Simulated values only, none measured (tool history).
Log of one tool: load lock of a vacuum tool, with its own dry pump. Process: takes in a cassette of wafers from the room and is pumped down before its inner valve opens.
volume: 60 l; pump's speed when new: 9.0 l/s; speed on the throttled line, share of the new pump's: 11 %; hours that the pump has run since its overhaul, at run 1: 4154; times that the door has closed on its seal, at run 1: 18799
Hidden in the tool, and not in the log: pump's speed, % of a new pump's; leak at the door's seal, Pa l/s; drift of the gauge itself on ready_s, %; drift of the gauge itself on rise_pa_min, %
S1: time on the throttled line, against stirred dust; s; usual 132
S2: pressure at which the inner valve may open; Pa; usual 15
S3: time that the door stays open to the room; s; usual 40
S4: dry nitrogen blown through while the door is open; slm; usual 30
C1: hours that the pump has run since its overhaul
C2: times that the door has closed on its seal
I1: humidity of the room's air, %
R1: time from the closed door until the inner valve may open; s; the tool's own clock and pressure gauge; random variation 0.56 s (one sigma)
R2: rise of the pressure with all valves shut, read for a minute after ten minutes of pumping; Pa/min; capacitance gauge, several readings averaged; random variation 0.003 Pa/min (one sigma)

Run 1, hour 0: usual settings; C1 4154; C2 18799; I1 45.4. Result: R1 176.7 s, R2 0.023 Pa/min.
Run 2, hour 175: usual settings; C1 4329; C2 19506; I1 46.2. Result: R1 175.5 s, R2 0.017 Pa/min.
Run 3, hour 416: usual settings but S2 13 Pa; C1 4570; C2 20479; I1 43.1. Result: R1 176.8 s, R2 0.018 Pa/min.
Run 4, hour 655.8: usual settings but S2 13 Pa; C1 4809; C2 21448; I1 44. Result: R1 177.1 s, R2 0.02 Pa/min.
Run 5, hour 823.1: usual settings but S2 13 Pa; C1 4977; C2 22124; I1 44.1. Result: R1 177.4 s, R2 0.024 Pa/min.
Run 6, hour 965.9: usual settings but S2 13 Pa; C1 5120; C2 22701; I1 41.9. Result: R1 176.1 s, R2 0.02 Pa/min.
Run 7, hour 1212: usual settings but S4 4 slm; C1 5366; C2 23695; I1 46.5. Result: R1 175.3 s, R2 0.039 Pa/min.
Run 8, hour 1382.3: usual settings but S4 6 slm; C1 5536; C2 24383; I1 41.6. Result: R1 176.7 s, R2 0.039 Pa/min.
Run 9, hour 1639.7: usual settings; C1 5793; C2 25423; I1 43.7. Result: R1 175.7 s, R2 0.022 Pa/min.
Run 10, hour 1824.5: usual settings; C1 5978; C2 26170; I1 44.6. Result: R1 175.5 s, R2 0.022 Pa/min.
Run 11, hour 2093.1: usual settings; C1 6247; C2 27255; I1 44.7. Result: R1 176.4 s, R2 0.024 Pa/min.
Run 12, hour 2253.8: usual settings but S1 169 s, S2 12 Pa, S3 45 s; C1 6407; C2 27904; I1 42.9. Result: R1 211.2 s, R2 0.016 Pa/min.
Run 13, hour 2426.9: usual settings but S1 251 s, S3 139 s, S4 4 slm; C1 6581; C2 28603; I1 44.3. Result: R1 282.2 s, R2 0.102 Pa/min.
Run 14, hour 2760.3: usual settings but S1 178 s; C1 6914; C2 29950; I1 42. Result: R1 216.7 s, R2 0.016 Pa/min.
Run 15, hour 3057.1: usual settings but S1 178 s; C1 7211; C2 31149; I1 44.4. Result: R1 216.7 s, R2 0.019 Pa/min.
Run 16, hour 3213.7: usual settings but S1 178 s, S2 22 Pa, S4 44 slm; C1 7367; C2 31782; I1 43. Result: R1 213.5 s, R2 0.016 Pa/min.
Run 17, hour 3412.2: usual settings but S1 178 s, S2 22 Pa, S4 44 slm; C1 7566; C2 32584; I1 47.1. Result: R1 214.6 s, R2 0.014 Pa/min.
Run 18, hour 3645.6: usual settings but S1 178 s, S2 22 Pa, S4 44 slm; C1 7799; C2 33526; I1 46.3. Result: R1 215.3 s, R2 0.017 Pa/min.
Run 19, hour 3851.7: usual settings but S1 246 s, S4 33 slm; C1 8005; C2 34359; I1 43.7. Result: R1 277.8 s, R2 0.022 Pa/min.

Forecast each of these 5 alternatives for the next run:
Run A, hour 4026: usual settings but S3 68 s, S4 22 slm; C1 8180; C2 35063; I1 43. Result: R1 ?, R2 ?.
Run B, hour 4026: usual settings but S1 193 s, S3 105 s, S4 25 slm; C1 8180; C2 35063; I1 46.6. Result: R1 ?, R2 ?.
Run C, hour 4026: usual settings but S1 79 s, S4 33 slm; C1 8180; C2 35063; I1 45.6. Result: R1 ?, R2 ?.
Run D, hour 4026: usual settings but S1 246 s, S3 206 s, S4 33 slm; C1 8180; C2 35063; I1 48. Result: R1 ?, R2 ?.
Run E, hour 4026: usual settings but S1 179 s, S2 19 Pa, S3 78 s; C1 8180; C2 35063; I1 47.9. Result: R1 ?, R2 ?.

run     R1     R2
  A  176.3  0.035
  B  231.9  0.044
  C  128.6  0.018
  D  277.7  0.065
  E  216.3   0.03
Without the tool's hidden state the same runs would have given:
run     R1     R2
  A  176.3  0.034
  B  231.9  0.043
  C  128.5  0.017
  D  277.7  0.064
  E  216.3  0.029
